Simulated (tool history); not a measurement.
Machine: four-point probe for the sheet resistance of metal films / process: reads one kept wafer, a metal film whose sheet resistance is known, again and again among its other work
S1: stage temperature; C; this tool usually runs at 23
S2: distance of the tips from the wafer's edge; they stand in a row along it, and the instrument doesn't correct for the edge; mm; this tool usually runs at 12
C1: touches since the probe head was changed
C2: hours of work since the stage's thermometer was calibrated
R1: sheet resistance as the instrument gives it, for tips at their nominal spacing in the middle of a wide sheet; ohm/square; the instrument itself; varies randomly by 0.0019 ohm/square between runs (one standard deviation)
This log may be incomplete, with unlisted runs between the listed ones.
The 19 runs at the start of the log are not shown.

run 20 day=65.725 | S1=21 S2=44 | C1=48693 C2=2578 | R1=9.163854
run 21 day=69.308 | S1=21 S2=44 | C1=51018 C2=2631 | R1=9.159078
run 22 day=72.079 | S1=33 S2=68 | C1=52814 C2=2671 | R1=9.189241
run 23 day=75.638 | S1=28 S2=50 | C1=55121 C2=2724 | R1=9.169152
run 24 day=79.867 | S1=19 S2=6 | C1=57861 C2=2785 | R1=9.196012
run 25 day=84.262 | S1=27 S2=29 | C1=60712 C2=2850 | R1=9.159768
run 26 day=88.679 | S1=26 S2=11 | C1=63575 C2=2914 | R1=9.162747
-- day=89.096 stage's thermometer calibrated
-- day=89.954 new probe head fitted
run 27 day=92.792 | S1=25 S2=17 | C1=1840 C2=53 | R1=9.312939
run 28 day=97.092 | S1=33 S2=25 | C1=4629 C2=116 | R1=9.321304
run 29 day=100.058 | S1=25 S2=12 | C1=6551 C2=160 | R1=9.305314
run 30 day=102.867 | S1=23 S2=20 | C1=8373 C2=201 | R1=9.289749
run 31 day=106.462 | S1=33 S2=52 | C1=10703 C2=253 | R1=9.310031
run 32 day=108.642 | S1=26 S2=12 | C1=12115 C2=285 | R1=9.297933
-- day=110.062 stage's thermometer calibrated, once more
run 33 day=111.054 | S1=30 S2=4 | C1=13665 C2=14 | R1=9.400006
run 34 day=113.688 | S1=34 S2=54 | C1=15374 C2=53 | R1=9.285854
run 35 day=115.988 | S1=25 S2=9 | C1=16864 C2=87 | R1=9.283821
run 36 day=119.558 | S1=25 S2=9 | C1=19179 C2=139 | R1=9.278339
run 37 day=121.708 | S1=25 S2=12 | C1=20574 C2=170 | R1=9.269843
run 38 day=125.521 | S1=22 S2=3 | C1=23045 C2=226 | R1=9.457091
run 39 day=128.688 | S1=20 S2=3 | C1=25097 C2=272 | R1=9.448279
run 40 day=133.15 | S1=20 S2=5 | C1=27989 C2=338 | R1=9.303735
run 41 day=136.217 | S1=20 S2=12 | C1=29978 C2=383 | R1=9.234596
run 42 day=138.938 | S1=24 S2=6 | C1=31741 C2=422 | R1=9.284371

Each row is a separate what-if for the run after 42, all from the same tool condition, not one after another. Results?
run A day=141.683 | S1=34 S2=32 | C1=33522 C2=463 | R1=?
run B day=141.683 | S1=31 S2=9 | C1=33522 C2=463 | R1=?
run C day=141.683 | S1=23 S2=4 | C1=33522 C2=463 | R1=?
run D day=141.683 | S1=22 S2=54 | C1=33522 C2=463 | R1=?
run E day=141.683 | S1=26 S2=4 | C1=33522 C2=463 | R1=?

run=A R1=9.25534
run=B R1=9.268842
run=C R1=9.345308
run=D R1=9.224134
run=E R1=9.357024
Without the tool's unlogged condition, the same runs would have read:
run=A R1=9.270008
run=B R1=9.283494
run=C R1=9.359972
run=D R1=9.238615
run=E R1=9.371742

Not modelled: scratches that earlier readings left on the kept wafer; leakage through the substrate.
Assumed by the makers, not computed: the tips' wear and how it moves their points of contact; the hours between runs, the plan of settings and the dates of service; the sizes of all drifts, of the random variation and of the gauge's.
